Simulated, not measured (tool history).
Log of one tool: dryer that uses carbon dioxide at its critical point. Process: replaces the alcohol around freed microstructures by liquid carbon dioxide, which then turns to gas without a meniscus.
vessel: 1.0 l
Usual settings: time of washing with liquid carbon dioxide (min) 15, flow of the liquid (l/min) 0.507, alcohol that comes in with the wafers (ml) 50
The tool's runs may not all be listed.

run   hour  time of washing with liquid carbon dioxide (min)  flow of the liquid (l/min)  alcohol that comes in with the wafers (ml)  alcohol left in the vessel before it's heated (ppm by volume)
  1      0                                                15                       0.507                                          50                                                            115
  2   21.6                                                15                       0.507                                         102                                                            210
  3     42                                                15                       0.507                                         102                                                            226
  4   52.1                                                15                       0.507                                         102                                                            224
  5   71.3                                                15                       0.507                                         102                                                            214
  6     89                                                15                       0.507                                         102                                                            220
  7  110.6                                                15                       0.507                                         102                                                            227
  8  132.2                                                15                       0.507                                         102                                                            231
  9    147                                                15                       0.507                                         102                                                            250
 10  168.6                                                15                       0.507                                         102                                                            235
 11  181.8                                                15                       0.507                                         102                                                            238
 12  193.2                                                15                       0.507                                         102                                                            239
 13    203                                                15                       0.507                                         102                                                            249
 14  214.8                                                15                       0.507                                         102                                                            262
 15  229.7                                                15                       0.507                                         101                                                            257
 16  242.3                                                15                       0.507                                         101                                                            248
 17  252.1                                                10                       0.813                                         101                                                            181
 18  273.3                                                23                       0.341                                          24                                                             78
 19  294.6                                                11                       0.341                                          43                                                           2236

Forecast run 20:
 20  312.6                                                11                       0.341                                          43                                                              ?

alcohol left in the vessel before it's heated (ppm by volume): 2363
Without the tool's hidden state the same run would have given alcohol left in the vessel before it's heated (ppm by volume) 1716.

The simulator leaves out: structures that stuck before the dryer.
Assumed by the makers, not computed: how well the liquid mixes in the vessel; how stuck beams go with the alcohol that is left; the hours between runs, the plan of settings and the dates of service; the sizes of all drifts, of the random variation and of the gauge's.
